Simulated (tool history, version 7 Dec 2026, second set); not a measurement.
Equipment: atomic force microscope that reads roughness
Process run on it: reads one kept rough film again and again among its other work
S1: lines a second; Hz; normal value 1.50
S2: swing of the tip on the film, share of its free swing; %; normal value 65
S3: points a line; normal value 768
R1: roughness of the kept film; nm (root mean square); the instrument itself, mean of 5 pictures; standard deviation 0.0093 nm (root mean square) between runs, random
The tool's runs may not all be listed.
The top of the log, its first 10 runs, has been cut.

{"run": 11, "hour": 254.5, "S1": 1.5, "S2": 65, "S3": 768, "R1": 1.561}
{"hour": 259.7, "done": "new tip fitted"}
{"run": 12, "hour": 278.8, "S1": 1.5, "S2": 87, "S3": 768, "R1": 1.672}
{"run": 13, "hour": 300.5, "S1": 3.49, "S2": 65, "S3": 768, "R1": 1.462}
{"hour": 303.2, "done": "height scale calibrated on a step standard"}
{"hour": 305.4, "done": "new tip fitted"}
{"run": 14, "hour": 334.5, "S1": 1.5, "S2": 65, "S3": 768, "R1": 1.67}
{"hour": 350.8, "done": "new tip fitted"}
{"run": 15, "hour": 370.6, "S1": 1.5, "S2": 65, "S3": 768, "R1": 1.78}
{"hour": 396.4, "done": "new tip fitted"}
{"run": 16, "hour": 405.8, "S1": 1.5, "S2": 65, "S3": 768, "R1": 1.926}
{"run": 17, "hour": 429.2, "S1": 1.5, "S2": 65, "S3": 768, "R1": 1.591}
{"hour": 440.7, "done": "new tip fitted"}
{"run": 18, "hour": 461.4, "S1": 0.5, "S2": 80, "S3": 305, "R1": 1.742}
{"hour": 474.1, "done": "height scale calibrated on a step standard, once more"}
{"hour": 486.6, "done": "new tip fitted"}
{"run": 19, "hour": 486.6, "S1": 0.5, "S2": 80, "S3": 305, "R1": 2.059}
{"run": 20, "hour": 523.2, "S1": 0.5, "S2": 80, "S3": 305, "R1": 1.573}
{"hour": 531.5, "done": "new tip fitted"}
{"run": 21, "hour": 542.6, "S1": 0.5, "S2": 80, "S3": 305, "R1": 1.825}
{"hour": 576.2, "done": "new tip fitted"}
{"run": 22, "hour": 580.4, "S1": 0.5, "S2": 80, "S3": 305, "R1": 2.007}
{"run": 23, "hour": 596.7, "S1": 0.5, "S2": 80, "S3": 305, "R1": 1.778}
{"hour": 621.3, "done": "new tip fitted"}
{"run": 24, "hour": 621.3, "S1": 2.32, "S2": 74, "S3": 361, "R1": 1.995}
{"run": 25, "hour": 644.1, "S1": 2.32, "S2": 74, "S3": 361, "R1": 1.643}
{"run": 26, "hour": 660.6, "S1": 2.32, "S2": 87, "S3": 361, "R1": 1.386}
{"hour": 667.0, "done": "new tip fitted"}
{"run": 27, "hour": 682.3, "S1": 2.32, "S2": 87, "S3": 361, "R1": 1.672}
{"run": 28, "hour": 706.0, "S1": 2.32, "S2": 87, "S3": 361, "R1": 1.445}
{"hour": 712.3, "done": "new tip fitted"}
{"run": 29, "hour": 740.6, "S1": 1.62, "S2": 80, "S3": 361, "R1": 1.58}
{"hour": 758.9, "done": "new tip fitted"}
{"run": 30, "hour": 769.2, "S1": 0.73, "S2": 73, "S3": 768, "R1": 1.946}
{"run": 31, "hour": 785.7, "S1": 0.77, "S2": 84, "S3": 768, "R1": 1.681}
{"hour": 805.9, "done": "new tip fitted"}
{"run": 32, "hour": 820.4, "S1": 0.77, "S2": 84, "S3": 768, "R1": 1.839}
{"run": 33, "hour": 836.9, "S1": 0.77, "S2": 84, "S3": 768, "R1": 1.634}

What if the next run were any one of these 5? Each begins from the tool's condition after run 33:
{"hour": 851.0, "done": "new tip fitted"}
{"run": "A", "hour": 855.6, "S1": 0.77, "S2": 72, "S3": 570, "R1": "?"}
{"hour": 851.0, "done": "new tip fitted"}
{"run": "B", "hour": 855.6, "S1": 1.5, "S2": 88, "S3": 768, "R1": "?"}
{"hour": 851.0, "done": "new tip fitted"}
{"run": "C", "hour": 855.6, "S1": 0.99, "S2": 85, "S3": 603, "R1": "?"}
{"hour": 851.0, "done": "new tip fitted"}
{"run": "D", "hour": 855.6, "S1": 0.8, "S2": 87, "S3": 793, "R1": "?"}
{"hour": 851.0, "done": "new tip fitted"}
{"run": "E", "hour": 855.6, "S1": 0.96, "S2": 62, "S3": 281, "R1": "?"}

run=A R1=2.010
run=B R1=1.887
run=C R1=1.944
run=D R1=1.970
run=E R1=2.002
Without the tool's hidden state the same runs would have given:
run=A R1=2.108
run=B R1=1.979
run=C R1=2.038
run=D R1=2.065
run=E R1=2.099
